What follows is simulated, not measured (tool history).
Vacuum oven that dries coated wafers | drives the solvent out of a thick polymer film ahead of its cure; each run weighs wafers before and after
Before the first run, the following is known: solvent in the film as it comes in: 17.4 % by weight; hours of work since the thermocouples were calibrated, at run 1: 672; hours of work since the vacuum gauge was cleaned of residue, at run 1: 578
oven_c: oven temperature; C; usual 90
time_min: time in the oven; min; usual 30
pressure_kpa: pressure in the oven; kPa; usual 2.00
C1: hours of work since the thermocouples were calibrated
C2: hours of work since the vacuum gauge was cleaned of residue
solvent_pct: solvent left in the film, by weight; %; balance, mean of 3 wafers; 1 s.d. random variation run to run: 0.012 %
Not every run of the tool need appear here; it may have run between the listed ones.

{"run": 1, "hour": 0.0, "oven_c": 90, "time_min": 30, "pressure_kpa": 2.0, "C1": 672, "C2": 578, "solvent_pct": 1.99}
{"run": 2, "hour": 33.0, "oven_c": 90, "time_min": 30, "pressure_kpa": 2.0, "C1": 688, "C2": 594, "solvent_pct": 1.97}
{"run": 3, "hour": 56.1, "oven_c": 90, "time_min": 30, "pressure_kpa": 2.0, "C1": 699, "C2": 605, "solvent_pct": 1.99}
{"run": 4, "hour": 79.9, "oven_c": 90, "time_min": 33, "pressure_kpa": 2.0, "C1": 710, "C2": 616, "solvent_pct": 1.74}
{"run": 5, "hour": 116.9, "oven_c": 90, "time_min": 33, "pressure_kpa": 2.0, "C1": 728, "C2": 634, "solvent_pct": 1.73}
{"run": 6, "hour": 138.5, "oven_c": 90, "time_min": 33, "pressure_kpa": 2.0, "C1": 738, "C2": 644, "solvent_pct": 1.75}
{"run": 7, "hour": 167.2, "oven_c": 90, "time_min": 33, "pressure_kpa": 2.0, "C1": 752, "C2": 658, "solvent_pct": 1.75}
{"run": 8, "hour": 197.6, "oven_c": 90, "time_min": 33, "pressure_kpa": 2.0, "C1": 767, "C2": 672, "solvent_pct": 1.75}
{"run": 9, "hour": 232.0, "oven_c": 90, "time_min": 33, "pressure_kpa": 2.0, "C1": 783, "C2": 689, "solvent_pct": 1.74}
{"run": 10, "hour": 252.1, "oven_c": 90, "time_min": 33, "pressure_kpa": 2.86, "C1": 793, "C2": 698, "solvent_pct": 2.09}
{"run": 11, "hour": 296.6, "oven_c": 90, "time_min": 30, "pressure_kpa": 2.0, "C1": 814, "C2": 720, "solvent_pct": 2.0}
{"run": 12, "hour": 318.0, "oven_c": 90, "time_min": 30, "pressure_kpa": 2.0, "C1": 824, "C2": 730, "solvent_pct": 1.99}
{"run": 13, "hour": 362.5, "oven_c": 90, "time_min": 30, "pressure_kpa": 2.0, "C1": 846, "C2": 751, "solvent_pct": 1.99}
{"run": 14, "hour": 386.2, "oven_c": 90, "time_min": 30, "pressure_kpa": 2.0, "C1": 857, "C2": 763, "solvent_pct": 2.0}
{"run": 15, "hour": 422.7, "oven_c": 90, "time_min": 30, "pressure_kpa": 2.0, "C1": 874, "C2": 780, "solvent_pct": 1.99}
{"run": 16, "hour": 458.8, "oven_c": 90, "time_min": 30, "pressure_kpa": 2.0, "C1": 892, "C2": 797, "solvent_pct": 1.98}
{"run": 17, "hour": 489.0, "oven_c": 90, "time_min": 30, "pressure_kpa": 2.0, "C1": 906, "C2": 812, "solvent_pct": 1.98}
{"run": 18, "hour": 513.3, "oven_c": 90, "time_min": 30, "pressure_kpa": 2.0, "C1": 918, "C2": 823, "solvent_pct": 1.99}
{"run": 19, "hour": 533.9, "oven_c": 90, "time_min": 30, "pressure_kpa": 2.0, "C1": 927, "C2": 833, "solvent_pct": 2.0}
{"run": 20, "hour": 555.2, "oven_c": 90, "time_min": 30, "pressure_kpa": 2.27, "C1": 938, "C2": 843, "solvent_pct": 2.07}
{"run": 21, "hour": 597.7, "oven_c": 90, "time_min": 30, "pressure_kpa": 2.27, "C1": 958, "C2": 864, "solvent_pct": 2.09}
{"run": 22, "hour": 628.3, "oven_c": 79, "time_min": 23, "pressure_kpa": 4.63, "C1": 973, "C2": 878, "solvent_pct": 7.14}
{"run": 23, "hour": 651.0, "oven_c": 96, "time_min": 21, "pressure_kpa": 2.95, "C1": 983, "C2": 889, "solvent_pct": 2.25}
{"run": 24, "hour": 679.3, "oven_c": 91, "time_min": 30, "pressure_kpa": 2.47, "C1": 997, "C2": 903, "solvent_pct": 1.99}
{"run": 25, "hour": 703.0, "oven_c": 82, "time_min": 30, "pressure_kpa": 2.0, "C1": 1008, "C2": 914, "solvent_pct": 3.85}
{"run": 26, "hour": 736.7, "oven_c": 82, "time_min": 17, "pressure_kpa": 2.87, "C1": 1024, "C2": 930, "solvent_pct": 6.84}
{"run": 27, "hour": 781.6, "oven_c": 82, "time_min": 17, "pressure_kpa": 2.87, "C1": 1046, "C2": 952, "solvent_pct": 6.87}
{"run": 28, "hour": 812.3, "oven_c": 98, "time_min": 31, "pressure_kpa": 5.47, "C1": 1061, "C2": 966, "solvent_pct": 1.97}
{"run": 29, "hour": 854.8, "oven_c": 98, "time_min": 31, "pressure_kpa": 5.47, "C1": 1081, "C2": 986, "solvent_pct": 2.0}
{"run": 30, "hour": 897.6, "oven_c": 77, "time_min": 30, "pressure_kpa": 7.44, "C1": 1101, "C2": 1007, "solvent_pct": 8.18}
{"run": 31, "hour": 940.5, "oven_c": 77, "time_min": 30, "pressure_kpa": 7.44, "C1": 1122, "C2": 1027, "solvent_pct": 8.19}
{"hour": 951.8, "done": "oven's thermocouples calibrated"}
{"run": 32, "hour": 963.0, "oven_c": 97, "time_min": 30, "pressure_kpa": 6.44, "C1": 5, "C2": 1037, "solvent_pct": 2.43}
{"run": 33, "hour": 985.4, "oven_c": 82, "time_min": 26, "pressure_kpa": 3.22, "C1": 16, "C2": 1048, "solvent_pct": 5.03}
{"run": 34, "hour": 1011.8, "oven_c": 82, "time_min": 26, "pressure_kpa": 3.22, "C1": 29, "C2": 1061, "solvent_pct": 5.05}
{"run": 35, "hour": 1052.5, "oven_c": 97, "time_min": 30, "pressure_kpa": 2.0, "C1": 48, "C2": 1080, "solvent_pct": 1.04}

Alternative continuations, all from the tool just after run 35; predict every row:
{"run": "A", "hour": 1076.7, "oven_c": 101, "time_min": 26, "pressure_kpa": 2.0, "C1": 60, "C2": 1092, "solvent_pct": "?"}
{"run": "B", "hour": 1076.7, "oven_c": 97, "time_min": 23, "pressure_kpa": 2.0, "C1": 60, "C2": 1092, "solvent_pct": "?"}
{"run": "C", "hour": 1076.7, "oven_c": 79, "time_min": 30, "pressure_kpa": 6.9, "C1": 60, "C2": 1092, "solvent_pct": "?"}
{"run": "D", "hour": 1076.7, "oven_c": 81, "time_min": 22, "pressure_kpa": 1.43, "C1": 60, "C2": 1092, "solvent_pct": "?"}
{"run": "E", "hour": 1076.7, "oven_c": 82, "time_min": 16, "pressure_kpa": 2.0, "C1": 60, "C2": 1092, "solvent_pct": "?"}

run=A solvent_pct=0.88
run=B solvent_pct=1.56
run=C solvent_pct=7.20
run=D solvent_pct=5.35
run=E solvent_pct=6.84
Had the tool no hidden state, the same runs would have come out as:
run=A solvent_pct=0.88
run=B solvent_pct=1.55
run=C solvent_pct=7.20
run=D solvent_pct=5.35
run=E solvent_pct=6.84

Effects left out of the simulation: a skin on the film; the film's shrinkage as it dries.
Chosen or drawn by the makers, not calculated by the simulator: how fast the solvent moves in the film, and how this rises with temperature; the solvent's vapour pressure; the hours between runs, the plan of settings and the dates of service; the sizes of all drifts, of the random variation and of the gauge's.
